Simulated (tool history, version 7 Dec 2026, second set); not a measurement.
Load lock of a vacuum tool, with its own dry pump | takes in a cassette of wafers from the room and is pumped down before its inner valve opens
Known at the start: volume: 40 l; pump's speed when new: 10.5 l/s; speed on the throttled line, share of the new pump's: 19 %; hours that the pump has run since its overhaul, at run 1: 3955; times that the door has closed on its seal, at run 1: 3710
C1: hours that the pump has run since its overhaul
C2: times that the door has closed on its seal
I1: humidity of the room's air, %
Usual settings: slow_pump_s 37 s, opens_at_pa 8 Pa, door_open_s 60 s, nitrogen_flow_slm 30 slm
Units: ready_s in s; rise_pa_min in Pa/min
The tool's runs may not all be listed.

Run 1, hour 0: usual settings; C1 3955; C2 3710; I1 43.3. Result: ready_s 69.9 s, rise_pa_min 0.032 Pa/min.
Run 2, hour 127: usual settings; C1 4082; C2 3841; I1 47.2. Result: ready_s 69.1 s, rise_pa_min 0.034 Pa/min.
Run 3, hour 264.1: usual settings; C1 4219; C2 3983; I1 43.7. Result: ready_s 69.2 s, rise_pa_min 0.034 Pa/min.
Run 4, hour 367.3: usual settings; C1 4322; C2 4089; I1 42.8. Result: ready_s 69.7 s, rise_pa_min 0.03 Pa/min.
Run 5, hour 523.9: usual settings; C1 4479; C2 4251; I1 46.5. Result: ready_s 69.1 s, rise_pa_min 0.035 Pa/min.
Run 6, hour 615: usual settings but nitrogen_flow_slm 6 slm; C1 4570; C2 4345; I1 40.8. Result: ready_s 69.6 s, rise_pa_min 0.046 Pa/min.
Run 7, hour 699.4: usual settings but nitrogen_flow_slm 6 slm; C1 4655; C2 4432; I1 46.8. Result: ready_s 70.2 s, rise_pa_min 0.058 Pa/min.
Run 8, hour 767.7: usual settings but nitrogen_flow_slm 6 slm; C1 4723; C2 4503; I1 43.1. Result: ready_s 69.4 s, rise_pa_min 0.06 Pa/min.
Run 9, hour 873.7: usual settings but slow_pump_s 54 s; C1 4829; C2 4612; I1 44.2. Result: ready_s 82.2 s, rise_pa_min 0.039 Pa/min.
Run 10, hour 1014.2: usual settings but slow_pump_s 54 s; C1 4969; C2 4757; I1 42.1. Result: ready_s 84.1 s, rise_pa_min 0.026 Pa/min.
Run 11, hour 1152.9: usual settings but slow_pump_s 54 s; C1 5108; C2 4900; I1 43.5. Result: ready_s 83.2 s, rise_pa_min 0.036 Pa/min.
Run 12, hour 1232.7: usual settings but slow_pump_s 54 s; C1 5188; C2 4983; I1 48.7. Result: ready_s 84 s, rise_pa_min 0.04 Pa/min.
Run 13, hour 1347.9: usual settings but door_open_s 148 s; C1 5303; C2 5101; I1 44.6. Result: ready_s 71.1 s, rise_pa_min 0.038 Pa/min.
Run 14, hour 1439.3: usual settings but slow_pump_s 35 s, opens_at_pa 11 Pa; C1 5394; C2 5196; I1 46.2. Result: ready_s 67.4 s, rise_pa_min 0.04 Pa/min.
Run 15, hour 1520.8: usual settings but slow_pump_s 35 s, opens_at_pa 11 Pa, door_open_s 203 s, nitrogen_flow_slm 6 slm; C1 5476; C2 5280; I1 44.7. Result: ready_s 68.3 s, rise_pa_min 0.079 Pa/min.
Run 16, hour 1653.6: usual settings but opens_at_pa 14 Pa, nitrogen_flow_slm 22 slm; C1 5609; C2 5417; I1 40.4. Result: ready_s 68.4 s, rise_pa_min 0.04 Pa/min.
Run 17, hour 1806.4: usual settings but slow_pump_s 54 s, opens_at_pa 7 Pa, nitrogen_flow_slm 6 slm; C1 5762; C2 5575; I1 40.9. Result: ready_s 84.6 s, rise_pa_min 0.053 Pa/min.
Run 18, hour 1927.4: usual settings but slow_pump_s 32 s, opens_at_pa 12 Pa, door_open_s 80 s; C1 5883; C2 5699; I1 45.5. Result: ready_s 66.1 s, rise_pa_min 0.037 Pa/min.
Run 19, hour 2000.3: usual settings but slow_pump_s 32 s, opens_at_pa 12 Pa, door_open_s 80 s; C1 5955; C2 5775; I1 46.9. Result: ready_s 66.2 s, rise_pa_min 0.045 Pa/min.
Run 20, hour 2103.3: usual settings but slow_pump_s 32 s, opens_at_pa 12 Pa, door_open_s 80 s; C1 6058; C2 5881; I1 44. Result: ready_s 66.3 s, rise_pa_min 0.037 Pa/min.
Run 21, hour 2225.9: usual settings but door_open_s 119 s, nitrogen_flow_slm 4 slm; C1 6181; C2 6008; I1 45.5. Result: ready_s 72.2 s, rise_pa_min 0.084 Pa/min.
Run 22, hour 2305.6: usual settings but slow_pump_s 36 s, door_open_s 45 s, nitrogen_flow_slm 38 slm; C1 6261; C2 6090; I1 45.5. Result: ready_s 70.7 s, rise_pa_min 0.037 Pa/min.
Run 23, hour 2384.5: usual settings but slow_pump_s 28 s, opens_at_pa 7 Pa, door_open_s 45 s, nitrogen_flow_slm 11 slm; C1 6340; C2 6171; I1 43.9. Result: ready_s 65.6 s, rise_pa_min 0.053 Pa/min.
Run 24, hour 2456.5: usual settings but slow_pump_s 72 s, opens_at_pa 16 Pa; C1 6412; C2 6245; I1 44.7. Result: ready_s 95.2 s, rise_pa_min 0.041 Pa/min.
Run 25, hour 2571.6: usual settings but slow_pump_s 19 s, opens_at_pa 12 Pa, door_open_s 29 s, nitrogen_flow_slm 45 slm; C1 6527; C2 6364; I1 47.1. Result: ready_s 56.6 s, rise_pa_min 0.033 Pa/min.

3 ways to go on from here, each from the tool as it stands after run 25. What would each give?
Run A, hour 2672.6: usual settings but slow_pump_s 29 s, opens_at_pa 6 Pa, door_open_s 29 s, nitrogen_flow_slm 45 slm; C1 6628; C2 6469; I1 46.8. Result: ready_s ?, rise_pa_min ?.
Run B, hour 2672.6: usual settings but slow_pump_s 19 s, opens_at_pa 12 Pa, door_open_s 29 s, nitrogen_flow_slm 8 slm; C1 6628; C2 6469; I1 45.6. Result: ready_s ?, rise_pa_min ?.
Run C, hour 2672.6: usual settings but slow_pump_s 72 s, opens_at_pa 11 Pa, door_open_s 29 s, nitrogen_flow_slm 15 slm; C1 6628; C2 6469; I1 42. Result: ready_s ?, rise_pa_min ?.

run  ready_s  rise_pa_min
  A     67.4        0.041
  B     56.4        0.053
  C     97.9        0.041
Without the tool's hidden state the same runs would have given:
run  ready_s  rise_pa_min
  A     61.2        0.016
  B     50.4        0.028
  C     93.8        0.016
